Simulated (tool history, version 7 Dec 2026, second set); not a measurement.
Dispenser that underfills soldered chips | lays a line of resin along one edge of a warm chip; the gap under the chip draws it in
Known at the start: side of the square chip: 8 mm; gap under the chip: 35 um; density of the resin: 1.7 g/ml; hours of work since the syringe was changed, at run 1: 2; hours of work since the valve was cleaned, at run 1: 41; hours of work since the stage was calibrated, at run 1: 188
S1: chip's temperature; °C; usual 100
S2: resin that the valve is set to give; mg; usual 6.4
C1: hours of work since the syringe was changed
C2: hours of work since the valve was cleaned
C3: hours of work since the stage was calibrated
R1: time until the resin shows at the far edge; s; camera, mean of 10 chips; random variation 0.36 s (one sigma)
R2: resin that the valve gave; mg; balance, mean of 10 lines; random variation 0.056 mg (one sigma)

run   hour   S1    S2  C1   C2   C3    R1    R2
  1      0  100   6.4   2   41  188  22.8  6.33
       6.9  -- new syringe of resin
  2   12.9  100   6.4   4   49  196  24.9  6.13
      16.7  -- new syringe of resin
  3   24.7  100   6.4   5   57  204  28.1  6.09
      27.2  -- new syringe of resin
  4   33.6  100  6.91   4   63  210  25.4  6.64
      37.1  -- new syringe of resin
      47.2  -- new syringe of resin
  5   48.6  100  6.91   1   73  220  20.7  6.54
      57.5  -- new syringe of resin
  6   59.3   88   6.4   1   80  227  33.5  6.03
      67.9  -- new syringe of resin
  7   75.5   88   6.4   5   90  237  45.3  5.93
      78.7  -- new syringe of resin
  8   85.9   88   6.4   5   97  244  43.6  5.93
      88.7  -- new syringe of resin
      99.3  -- new syringe of resin
  9  100.1   88   6.4   1  106  253  32.9  5.89
     109.5  -- new syringe of resin
 10  110.7   88   6.4   1  113  260  33.3  5.72
     120.4  -- new syringe of resin
 11  120.7   88   6.4   0  120  267  30.4  5.91
     130.3  -- new syringe of resin
 12  130.9  100   6.4   0  126  273  19.6  5.82
     140.2  -- new syringe of resin
 13  145.2  100  8.23   3  136  283  23.6  7.41
     149.8  -- new syringe of resin
     153.2  -- dispensing valve cleaned and set on the balance
 14  159.1  100  8.23   6    4  291  25.7  8.23
     160.5  -- new syringe of resin
     170.3  -- new syringe of resin
 15    171  100   6.4   0   12  299  19.9  6.49
     180.1  -- new syringe of resin
 16  180.5  107  6.67   0   18  305  14.8  6.61
     190.6  -- new syringe of resin
 17  197.2  111  7.02   4   29  316  16.8  6.94
       201  -- new syringe of resin
     210.7  -- new syringe of resin
 18  210.7   91  6.48   0   37  325  27.4  6.24
     220.7  -- new syringe of resin
 19  227.1  111   6.1   4   48  336  16.8  5.87
     230.9  -- new syringe of resin
 20  234.5   92  6.46   2   53  340  29.5  6.24
     241.4  -- new syringe of resin
 21  244.9  100  6.83   2   60  347  21.6  6.63
     251.9  -- new syringe of resin
 22  253.7  100  6.83   1   66  353  20.6  6.51
     261.8  -- new syringe of resin
 23    266  100  6.83   3   74  361    22  6.49
     271.9  -- new syringe of resin
 24  277.1  103  5.56   3   81  368  21.1  5.38
     281.9  -- new syringe of resin
 25  289.1  108  5.46   5   89  376  19.5  5.02
     291.8  -- new syringe of resin
 26  296.2  108  5.46   3   93  381  17.2  5.08
     302.6  -- new syringe of resin
 27  303.9  108  5.46   1   98  386  15.2  5.17
     313.1  -- new syringe of resin
 28  317.2  109  6.41   3  107  394  16.1  5.92
     322.9  -- new syringe of resin
 29  329.5  109  5.53   4  115  403    18  5.03
     333.1  -- new syringe of resin
     343.4  -- new syringe of resin
 30  345.2   96  5.53   1  125  413  24.1   5.1

4 ways to go on from here, each from the tool as it stands after run 30. What would each give?
     347.7  -- stage's temperature calibrated
     354.1  -- new syringe of resin
  A  362.7  103  6.92   6  136  10   ?   ?
     347.7  -- stage's temperature calibrated
     354.1  -- new syringe of resin
  B  362.7  114  5.49   6  136  10   ?   ?
     347.7  -- stage's temperature calibrated
     354.1  -- new syringe of resin
  C  362.7  100  8.17   6  136  10   ?   ?
     347.7  -- stage's temperature calibrated
     354.1  -- new syringe of resin
  D  362.7   87  5.85   6  136  10   ?   ?

run    R1    R2
  A  27.1  6.21
  B  18.5  4.91
  C  29.3  7.26
  D  52.6  5.38
Without the tool's hidden state the same runs would have given:
run    R1    R2
  A  18.2  6.88
  B  12.3  5.44
  C  19.6  8.05
  D  34.8  5.95
